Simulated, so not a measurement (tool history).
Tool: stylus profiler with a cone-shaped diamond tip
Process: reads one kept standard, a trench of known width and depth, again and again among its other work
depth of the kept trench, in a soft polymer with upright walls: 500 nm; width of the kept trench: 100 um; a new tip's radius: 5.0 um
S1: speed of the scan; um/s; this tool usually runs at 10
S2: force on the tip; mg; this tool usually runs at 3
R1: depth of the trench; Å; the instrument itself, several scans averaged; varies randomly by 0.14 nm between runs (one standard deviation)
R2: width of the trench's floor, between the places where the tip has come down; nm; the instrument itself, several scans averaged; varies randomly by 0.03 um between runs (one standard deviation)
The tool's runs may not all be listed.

run 1 hour=0 | S1=10 S2=3 | R1=5106.5 R2=93640
run 2 hour=17.1 | S1=10 S2=3 | R1=5103.5 R2=93610
run 3 hour=39.8 | S1=4 S2=3 | R1=5106.4 R2=93630
run 4 hour=49.7 | S1=10 S2=3 | R1=5108.1 R2=93600
run 5 hour=70.9 | S1=10 S2=3 | R1=5110.1 R2=93610
run 6 hour=86.1 | S1=10 S2=3 | R1=5104.4 R2=93560
run 7 hour=107.7 | S1=10 S2=3 | R1=5106.5 R2=93550
run 8 hour=119.2 | S1=10 S2=2.47 | R1=5094.7 R2=93500
run 9 hour=132 | S1=4 S2=3 | R1=5108.2 R2=93480
run 10 hour=146.1 | S1=4 S2=3 | R1=5108.7 R2=93580
run 11 hour=163.5 | S1=25 S2=3 | R1=5108.4 R2=93410
run 12 hour=177.7 | S1=8 S2=3 | R1=5105.3 R2=93450
run 13 hour=190.3 | S1=8 S2=3 | R1=5107.5 R2=93470
run 14 hour=201.7 | S1=24 S2=3 | R1=5108.1 R2=93460
-- hour=203.7 height scale calibrated on a step standard
run 15 hour=224.7 | S1=24 S2=3 | R1=5115.3 R2=93420
run 16 hour=236.3 | S1=24 S2=3 | R1=5115.9 R2=93390
run 17 hour=254.8 | S1=3 S2=3 | R1=5116.6 R2=93430
run 18 hour=279 | S1=3 S2=3 | R1=5114.9 R2=93390
run 19 hour=301.3 | S1=3 S2=3 | R1=5115.6 R2=93370
run 20 hour=321.4 | S1=3 S2=3 | R1=5117 R2=93370
run 21 hour=332 | S1=3 S2=1.25 | R1=5072.9 R2=93390
-- hour=338.2 height scale calibrated on a step standard, once more
run 22 hour=347.6 | S1=3 S2=1.25 | R1=5052.3 R2=93300
run 23 hour=368.4 | S1=3 S2=1.25 | R1=5051.3 R2=93320
run 24 hour=380.1 | S1=3 S2=1.25 | R1=5050.1 R2=93290
run 25 hour=402.4 | S1=7 S2=1.28 | R1=5055.5 R2=93290
run 26 hour=414.2 | S1=21 S2=1.29 | R1=5052.1 R2=93210
run 27 hour=433.1 | S1=10 S2=4.74 | R1=5125.8 R2=93310
run 28 hour=445.8 | S1=8 S2=3 | R1=5093.8 R2=93270
run 29 hour=465.8 | S1=32 S2=1.39 | R1=5056 R2=93160
run 30 hour=485 | S1=18 S2=1.77 | R1=5066.9 R2=93210
run 31 hour=504.8 | S1=18 S2=1.77 | R1=5068.7 R2=93160
run 32 hour=515.8 | S1=9 S2=2.94 | R1=5094.6 R2=93200
run 33 hour=537.6 | S1=3 S2=7.8 | R1=5178 R2=93180
run 34 hour=560.1 | S1=32 S2=7.69 | R1=5178.4 R2=93150
run 35 hour=572.9 | S1=32 S2=7.69 | R1=5176.9 R2=93130
run 36 hour=594.9 | S1=6 S2=7.2 | R1=5166.8 R2=93110
run 37 hour=609.5 | S1=37 S2=2.2 | R1=5079.4 R2=93040
run 38 hour=624.4 | S1=27 S2=1.47 | R1=5061.7 R2=93050
run 39 hour=635.5 | S1=27 S2=1.47 | R1=5059 R2=93090
run 40 hour=655.4 | S1=27 S2=1.47 | R1=5060.7 R2=93020
run 41 hour=672.5 | S1=10 S2=2.52 | R1=5086 R2=93080
run 42 hour=685.5 | S1=10 S2=2.52 | R1=5087.4 R2=93030
run 43 hour=699.1 | S1=5 S2=6.8 | R1=5165 R2=93060
run 44 hour=717.6 | S1=9 S2=6.26 | R1=5155 R2=93030
run 45 hour=728.5 | S1=4 S2=8.85 | R1=5194 R2=93040
run 46 hour=745.5 | S1=29 S2=8.07 | R1=5180.8 R2=93000
run 47 hour=761.3 | S1=3 S2=2.91 | R1=5092.9 R2=93000

Below are 3 alternative next runs, each starting from the tool's condition after run 47. Predict each:
run A hour=783.9 | S1=3 S2=1.97 | R1=? R2=?
run B hour=783.9 | S1=29 S2=1.92 | R1=? R2=?
run C hour=783.9 | S1=9 S2=6.38 | R1=? R2=?

run=A R1=5074.8 R2=92990
run=B R1=5070.6 R2=92910
run=C R1=5156.2 R2=93010
With no hidden state in the tool, these same runs would have given:
run=A R1=5071.2 R2=95620
run=B R1=5066.9 R2=95540
run=C R1=5152.4 R2=95640
